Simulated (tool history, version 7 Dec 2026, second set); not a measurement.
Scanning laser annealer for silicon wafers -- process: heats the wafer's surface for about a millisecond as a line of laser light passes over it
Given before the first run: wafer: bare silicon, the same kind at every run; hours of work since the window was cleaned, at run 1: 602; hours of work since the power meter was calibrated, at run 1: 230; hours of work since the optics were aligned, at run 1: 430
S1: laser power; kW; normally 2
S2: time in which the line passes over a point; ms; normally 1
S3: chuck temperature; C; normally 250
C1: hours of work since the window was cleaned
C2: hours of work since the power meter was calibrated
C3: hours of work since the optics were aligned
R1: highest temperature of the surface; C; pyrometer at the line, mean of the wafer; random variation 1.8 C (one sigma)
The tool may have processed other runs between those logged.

run 1 hour=0 | S1=2 S2=1 S3=250 | C1=602 C2=230 C3=430 | R1=992
run 2 hour=31.3 | S1=2 S2=1 S3=250 | C1=620 C2=248 C3=448 | R1=994
run 3 hour=57.2 | S1=2 S2=1 S3=250 | C1=635 C2=263 C3=463 | R1=990
run 4 hour=86.1 | S1=2 S2=0.71 S3=250 | C1=651 C2=280 C3=480 | R1=881
run 5 hour=109.4 | S1=2 S2=0.99 S3=250 | C1=665 C2=293 C3=493 | R1=988
run 6 hour=145.9 | S1=1.93 S2=0.99 S3=250 | C1=686 C2=314 C3=514 | R1=959
run 7 hour=175 | S1=1.93 S2=0.99 S3=250 | C1=702 C2=331 C3=531 | R1=959
run 8 hour=206.3 | S1=1.783 S2=0.72 S3=226 | C1=720 C2=349 C3=549 | R1=784
run 9 hour=241 | S1=1.783 S2=0.72 S3=226 | C1=740 C2=369 C3=569 | R1=785
run 10 hour=274.6 | S1=2 S2=1 S3=212 | C1=759 C2=388 C3=588 | R1=953

What does the tool deliver on the next run?
run 11 hour=295.2 | S1=2 S2=1.06 S3=250 | C1=771 C2=400 C3=600 | R1=?

{"run 11": {"R1": 1008}}
The same run, on a tool lacking any hidden state, would have yielded R1 1009 C.
